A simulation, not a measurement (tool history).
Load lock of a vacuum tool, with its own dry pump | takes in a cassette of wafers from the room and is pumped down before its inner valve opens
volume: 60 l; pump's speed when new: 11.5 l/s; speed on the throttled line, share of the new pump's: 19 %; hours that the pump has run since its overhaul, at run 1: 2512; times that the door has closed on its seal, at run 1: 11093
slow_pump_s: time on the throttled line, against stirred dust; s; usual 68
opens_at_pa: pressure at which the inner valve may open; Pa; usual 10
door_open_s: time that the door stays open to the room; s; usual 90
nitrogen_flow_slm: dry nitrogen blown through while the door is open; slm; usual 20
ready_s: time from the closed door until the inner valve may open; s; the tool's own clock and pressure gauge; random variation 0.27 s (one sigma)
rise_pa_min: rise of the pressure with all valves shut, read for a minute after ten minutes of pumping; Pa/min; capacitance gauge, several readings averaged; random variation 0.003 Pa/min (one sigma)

run     hour  slow_pump_s  opens_at_pa  door_open_s  nitrogen_flow_slm  hours that the pump has run since its overhaul  times that the door has closed on its seal  incoming humidity of the room's air, %  ready_s  rise_pa_min
  1        0           68           10           90                 20                                            2512                                       11093                                    44.6    104.7        0.059
  2    169.9           68           10           90                 20                                            2682                                       11453                                    45.3    104.6        0.064
  3    533.3           68           10           90                 20                                            3045                                       12223                                    44.9    104.9        0.064
  4    724.1           68           11           90                 20                                            3236                                       12628                                    43.7    103.6        0.066
  5   1093.3           68           10           90                  4                                            3605                                       13410                                    47.1    105.5         0.09
  6   1331.3           68           10           70                 20                                            3843                                       13915                                    42.4    105.5        0.069
  7   1611.3           68           10           70                 20                                            4123                                       14508                                    45.3    105.6         0.08
  8   1879.5           68           10           70                 20                                            4391                                       15076                                    45.5    106.1        0.069
  9     2210           68           10           70                 20                                            4722                                       15777                                    43.3    106.1         0.08
 10   2400.2           68           10           70                  5                                            4912                                       16180                                    44.1    105.6        0.099
 11   2715.4           68           10           90                 20                                            5227                                       16848                                    44.7    106.4        0.088
 12   2895.5           68           13           90                 20                                            5407                                       17229                                    44.6    105.1        0.088
 13   3183.2           68           13           90                 20                                            5695                                       17839                                    43.6    104.9        0.084
 14     3473           68           13           90                 20                                            5985                                       18453                                      44    104.9        0.096
 15   3671.4           36           13           90                 20                                            6183                                       18873                                    43.5     79.8        0.095
 16   3975.2           36           13           90                 20                                            6487                                       19517                                    40.9     79.8        0.102
 17   4327.6           36           13           90                 20                                            6839                                       20264                                      45     80.1        0.111
 18   4680.5           39           10           90                 20                                            7192                                       21012                                      45     84.3        0.109
 19     5019           68           10           90                 15                                            7531                                       21729                                    43.7    107.9        0.119
 20     5375           68           10           90                 23                                            7887                                       22484                                    47.8    107.9        0.112
 21   5723.5           68           10           90                 23                                            8235                                       23222                                    45.6    107.5        0.114
 22   5899.9           68           15           90                 20                                            8412                                       23596                                    44.8      106         0.12
 23   6239.1           68           15           90                 20                                            8751                                       24315                                    48.6    106.2        0.133
 24     6455           45           17           54                 21                                            8967                                       24772                                    47.2     87.2        0.127
      6650.8  -- dry pump taken out, an overhauled one fitted
 25   6824.2           45           10           68                 21                                             173                                       25542                                      45     85.6        0.126
 26   7184.5           45           10           68                 21                                             534                                       26306                                    43.5     85.8        0.136
 27   7455.7           45           10           68                 21                                             805                                       26880                                    48.4     85.9        0.139
 28   7668.2           45           10           68                 21                                            1017                                       27331                                      45       86        0.146
 29   7844.2           68           10           90                  5                                            1193                                       27704                                    47.4    104.7        0.164
 30   8062.2           39           11           70                  5                                            1411                                       28165                                      49     80.8        0.165
 31   8343.1           39           11           70                  5                                            1692                                       28761                                    45.3     80.9        0.171
 32   8739.6           68           20           90                 22                                            2089                                       29601                                    45.8    101.1        0.159
 33   9110.8           68           20           62                 22                                            2460                                       30388                                      45    101.1        0.156
 34   9368.7           68            9           62                 31                                            2718                                       30934                                    46.2    105.5        0.168
 35     9559           69           12          228                  8                                            2908                                       31337                                    46.3    104.8          0.2
 36   9762.6           69           12          228                  8                                            3112                                       31769                                    44.6    105.2        0.196
 37  10036.7           78           10           54                 20                                            3386                                       32350                                    45.4    113.1        0.175

Some steps in ready_s between neighbouring runs. How much of each would the tool show without its hidden state too (settings, what came in, random variation), and how much is left for the hidden state, with any gauge scatter that isn't in both results?
The hidden state here: pump's speed, % of a new pump's; leak at the door's seal, Pa l/s; drift of the gauge itself on ready_s, %; drift of the gauge itself on rise_pa_min, %.
Run 14 -> 15: slow_pump_s 68 -> 36. ready_s -25.1 s: hidden state +0.6, all else -25.7.
Run 18 -> 19: slow_pump_s 39 -> 68, nitrogen_flow_slm 20 -> 15. ready_s +23.6 s: hidden state -0.2, all else +23.8.
Run 23 -> 24: slow_pump_s 68 -> 45, opens_at_pa 15 -> 17, door_open_s 90 -> 54, nitrogen_flow_slm 20 -> 21. ready_s -19 s: hidden state +0.7, all else -19.7.
Run 24 -> 25: opens_at_pa 17 -> 10, door_open_s 54 -> 68, dry pump taken out, an overhauled one fitted. ready_s -1.6 s: hidden state -4.6, all else +3.
Run 29 -> 30: slow_pump_s 68 -> 39, opens_at_pa 10 -> 11, door_open_s 90 -> 70. ready_s -23.9 s: hidden state +0.1, all else -24.
